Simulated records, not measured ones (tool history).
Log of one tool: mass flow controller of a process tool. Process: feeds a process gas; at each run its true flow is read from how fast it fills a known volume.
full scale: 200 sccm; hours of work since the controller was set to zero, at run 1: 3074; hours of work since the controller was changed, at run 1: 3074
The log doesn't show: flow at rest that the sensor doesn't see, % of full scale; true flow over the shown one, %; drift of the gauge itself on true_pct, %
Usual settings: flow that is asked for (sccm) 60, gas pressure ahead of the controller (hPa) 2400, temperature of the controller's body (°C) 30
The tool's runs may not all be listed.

run,day,flow that is asked for (sccm),gas pressure ahead of the controller (hPa),temperature of the controller's body (°C),hours of work since the controller was set to zero,hours of work since the controller was changed,true flow (%)
1,0,60,2400,30,3074,3074,97.88
2,6.979,60,1530,30,3141,3141,98.19
3,12.058,60,1530,30,3190,3190,98.15
4,20.021,60,1530,30,3267,3267,98.12
5,24.875,60,1530,30,3314,3314,98.19
# day 25.954: controller's zero set anew
6,32.092,60,1530,30,59,3383,99.35

The next listed run, before its measurement:
7,38.604,60,1530,30,122,3446,?

true flow (%): 99.24
Without the tool's hidden state the same run would have given true flow (%) 98.17.

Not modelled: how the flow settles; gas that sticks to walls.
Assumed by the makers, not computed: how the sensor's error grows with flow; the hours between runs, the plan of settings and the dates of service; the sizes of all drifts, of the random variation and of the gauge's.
